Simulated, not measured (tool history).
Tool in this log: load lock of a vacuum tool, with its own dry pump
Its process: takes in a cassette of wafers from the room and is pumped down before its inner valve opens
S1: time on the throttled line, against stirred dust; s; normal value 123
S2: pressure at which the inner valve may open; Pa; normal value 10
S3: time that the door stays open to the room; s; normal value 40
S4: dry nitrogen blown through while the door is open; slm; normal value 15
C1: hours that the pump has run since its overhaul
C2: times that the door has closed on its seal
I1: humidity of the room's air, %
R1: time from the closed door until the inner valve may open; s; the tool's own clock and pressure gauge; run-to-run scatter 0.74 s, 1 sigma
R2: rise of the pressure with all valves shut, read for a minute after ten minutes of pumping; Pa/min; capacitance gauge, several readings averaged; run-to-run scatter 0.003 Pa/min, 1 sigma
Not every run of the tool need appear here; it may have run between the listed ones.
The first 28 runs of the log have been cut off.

Run 29, day 553.783: usual settings but S2 12 Pa; C1 5809; C2 48645; I1 43.3. Result: R1 182 s, R2 0.022 Pa/min.
Run 30, day 574.875: usual settings but S1 193 s, S4 25 slm; C1 6315; C2 50355; I1 46.3. Result: R1 243.2 s, R2 0.024 Pa/min.
Run 31, day 585.9: usual settings but S3 56 s; C1 6580; C2 51249; I1 42. Result: R1 184.5 s, R2 0.029 Pa/min.
At day 588.454: door's seal changed, seat wiped.
Run 32, day 603.317: usual settings but S3 56 s; C1 6996; C2 1204; I1 44.3. Result: R1 183.9 s, R2 0.02 Pa/min.
Run 33, day 629.325: usual settings but S3 56 s, S4 6 slm; C1 7621; C2 3312; I1 45.4. Result: R1 183.1 s, R2 0.033 Pa/min.
Run 34, day 644.158: usual settings but S1 83 s, S2 9 Pa, S3 165 s, S4 4 slm; C1 7977; C2 4515; I1 46.8. Result: R1 151.1 s, R2 0.06 Pa/min.
Run 35, day 658.504: usual settings but S1 167 s, S2 18 Pa, S3 28 s; C1 8321; C2 5678; I1 43.9. Result: R1 217.2 s, R2 0.019 Pa/min.
Run 36, day 677.6: usual settings but S1 167 s, S2 18 Pa, S3 29 s, S4 5 slm; C1 8779; C2 7226; I1 42.5. Result: R1 217.4 s, R2 0.02 Pa/min.
Run 37, day 691.504: usual settings but S1 139 s, S2 7 Pa, S4 16 slm; C1 9113; C2 8352; I1 43.1. Result: R1 198.9 s, R2 0.022 Pa/min.
Run 38, day 714.871: usual settings but S2 14 Pa, S3 26 s; C1 9674; C2 10247; I1 45.4. Result: R1 181.4 s, R2 0.018 Pa/min.

3 ways to go on from here, each from the tool as it stands after run 38. What would each give?
Run A, day 736.579: usual settings but S1 136 s, S2 8 Pa; C1 10195; C2 12006; I1 44.1. Result: R1 ?, R2 ?.
Run B, day 736.579: usual settings but S1 132 s, S4 21 slm; C1 10195; C2 12006; I1 47.8. Result: R1 ?, R2 ?.
Run C, day 736.579: usual settings but S2 14 Pa, S3 26 s, S4 26 slm; C1 10195; C2 12006; I1 47.6. Result: R1 ?, R2 ?.

run     R1     R2
  A  197.7  0.019
  B  192.5  0.021
  C    181  0.015
With the hidden condition removed and each run's random variation left untouched, the same runs would have given:
run     R1     R2
  A  197.6  0.018
  B  192.4  0.021
  C  180.9  0.015
